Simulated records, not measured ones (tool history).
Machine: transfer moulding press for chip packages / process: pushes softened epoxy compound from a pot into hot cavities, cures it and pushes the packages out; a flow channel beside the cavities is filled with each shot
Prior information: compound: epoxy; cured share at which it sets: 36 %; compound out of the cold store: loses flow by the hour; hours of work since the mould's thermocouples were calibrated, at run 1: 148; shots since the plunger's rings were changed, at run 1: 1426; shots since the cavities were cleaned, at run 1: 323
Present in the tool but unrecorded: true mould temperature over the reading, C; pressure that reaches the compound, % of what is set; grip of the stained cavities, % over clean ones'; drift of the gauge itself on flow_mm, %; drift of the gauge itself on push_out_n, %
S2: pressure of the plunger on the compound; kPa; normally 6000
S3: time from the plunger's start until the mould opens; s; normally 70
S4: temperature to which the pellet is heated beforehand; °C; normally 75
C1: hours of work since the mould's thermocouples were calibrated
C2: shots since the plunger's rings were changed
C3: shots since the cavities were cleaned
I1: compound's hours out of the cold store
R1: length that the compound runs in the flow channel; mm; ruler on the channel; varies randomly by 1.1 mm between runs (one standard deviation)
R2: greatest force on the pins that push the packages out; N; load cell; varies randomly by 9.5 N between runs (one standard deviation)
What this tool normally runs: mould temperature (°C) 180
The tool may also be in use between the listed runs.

Run 1, day 0: usual settings; C1 148; C2 1426; C3 323; I1 17. Result: R1 538 mm, R2 500 N.
At day 0.425: cavities cleaned with cleaning compound and waxed.
Run 2, day 0.462: usual settings but mould temperature (°C) 177; C1 156; C2 1620; C3 19; I1 26.7. Result: R1 513 mm, R2 494 N.
Run 3, day 0.633: usual settings but mould temperature (°C) 177; C1 159; C2 1704; C3 103; I1 37. Result: R1 484 mm, R2 499 N.
Run 4, day 0.804: usual settings but mould temperature (°C) 177; C1 163; C2 1786; C3 185; I1 44. Result: R1 467 mm, R2 521 N.
Run 5, day 1.104: usual settings but mould temperature (°C) 177; C1 168; C2 1931; C3 330; I1 10.7. Result: R1 562 mm, R2 616 N.
At day 1.508: cavities cleaned with cleaning compound and waxed.
Run 6, day 1.508: usual settings but mould temperature (°C) 177; C1 175; C2 2097; C3 0; I1 15.1. Result: R1 547 mm, R2 475 N.
Run 7, day 1.888: usual settings but S3 71 s; C1 182; C2 2281; C3 184; I1 14. Result: R1 544 mm, R2 474 N.
Run 8, day 2.054: usual settings but S3 71 s; C1 185; C2 2361; C3 264; I1 11.2. Result: R1 553 mm, R2 502 N.
Run 9, day 2.438: usual settings; C1 193; C2 2548; C3 451; I1 19.9. Result: R1 526 mm, R2 518 N.
At day 2.612: cavities cleaned with cleaning compound and waxed.
Run 10, day 2.771: usual settings; C1 198; C2 2679; C3 76; I1 10.3. Result: R1 555 mm, R2 461 N.
Run 11, day 2.983: usual settings but mould temperature (°C) 175; C1 202; C2 2783; C3 180; I1 46.1. Result: R1 462 mm, R2 603 N.
Run 12, day 3.338: usual settings; C1 209; C2 2955; C3 352; I1 15.6. Result: R1 538 mm, R2 523 N.
At day 3.688: cavities cleaned with cleaning compound and waxed.
Run 13, day 3.696: usual settings but S4 70 °C; C1 214; C2 3098; C3 4; I1 41.2. Result: R1 466 mm, R2 406 N.
Run 14, day 4.096: usual settings but S4 70 °C; C1 222; C2 3292; C3 198; I1 14.7. Result: R1 538 mm, R2 477 N.
Run 15, day 4.288: usual settings but S4 70 °C; C1 226; C2 3385; C3 291; I1 19.7. Result: R1 523 mm, R2 488 N.
At day 4.492: plunger's sealing rings changed.
Run 16, day 4.783: usual settings but mould temperature (°C) 188, S2 5890 kPa, S4 78 °C; C1 233; C2 140; C3 480; I1 43.3. Result: R1 452 mm, R2 459 N.
At day 4.879: cavities cleaned with cleaning compound and waxed.
Run 17, day 5.092: usual settings but mould temperature (°C) 177, S2 7280 kPa, S3 51 s, S4 73 °C; C1 238; C2 260; C3 104; I1 8. Result: R1 637 mm, R2 1153 N.
Run 18, day 5.267: usual settings but mould temperature (°C) 183, S4 66 °C; C1 241; C2 346; C3 190; I1 15.8. Result: R1 538 mm, R2 441 N.
Run 19, day 5.571: usual settings but mould temperature (°C) 183, S4 81 °C; C1 247; C2 492; C3 336; I1 36.3. Result: R1 481 mm, R2 442 N.
Run 20, day 5.8: usual settings but mould temperature (°C) 183, S4 81 °C; C1 251; C2 604; C3 448; I1 40.2. Result: R1 471 mm, R2 459 N.
At day 5.967: cavities cleaned with cleaning compound and waxed.
Run 21, day 6.104: usual settings but mould temperature (°C) 183, S4 81 °C; C1 256; C2 722; C3 69; I1 26.7. Result: R1 506 mm, R2 415 N.
Run 22, day 6.354: usual settings but S2 5360 kPa; C1 261; C2 842; C3 189; I1 37.5. Result: R1 454 mm, R2 440 N.
Run 23, day 6.725: usual settings but S2 5360 kPa; C1 268; C2 1022; C3 369; I1 12.8. Result: R1 522 mm, R2 523 N.
At day 7.05: cavities cleaned with cleaning compound and waxed.
Run 24, day 7.179: usual settings but mould temperature (°C) 179, S2 7470 kPa, S3 52 s, S4 83 °C; C1 275; C2 1212; C3 63; I1 40.6. Result: R1 530 mm, R2 774 N.
Run 25, day 7.479: usual settings but S2 5110 kPa; C1 281; C2 1358; C3 209; I1 31. Result: R1 460 mm, R2 471 N.
Run 26, day 7.658: usual settings but S2 5110 kPa; C1 285; C2 1445; C3 296; I1 19.3. Result: R1 491 mm, R2 499 N.
Run 27, day 8.033: usual settings but mould temperature (°C) 182, S2 6230 kPa, S4 73 °C; C1 292; C2 1626; C3 477; I1 14.4. Result: R1 551 mm, R2 506 N.
At day 8.133: cavities cleaned with cleaning compound and waxed.
Run 28, day 8.288: usual settings but mould temperature (°C) 182, S2 4960 kPa, S4 74 °C; C1 295; C2 1719; C3 75; I1 26.8. Result: R1 459 mm, R2 416 N.

For run 29, what comes out?
Run 29, day 8.483: usual settings; C1 299; C2 1814; C3 170; I1 26.7. Result: R1 ?, R2 ?.

For run 29 the tool returned R1 509 mm, R2 444 N.
Minus the tool's unlogged condition, the same run would have read R1 517 mm, R2 405 N.
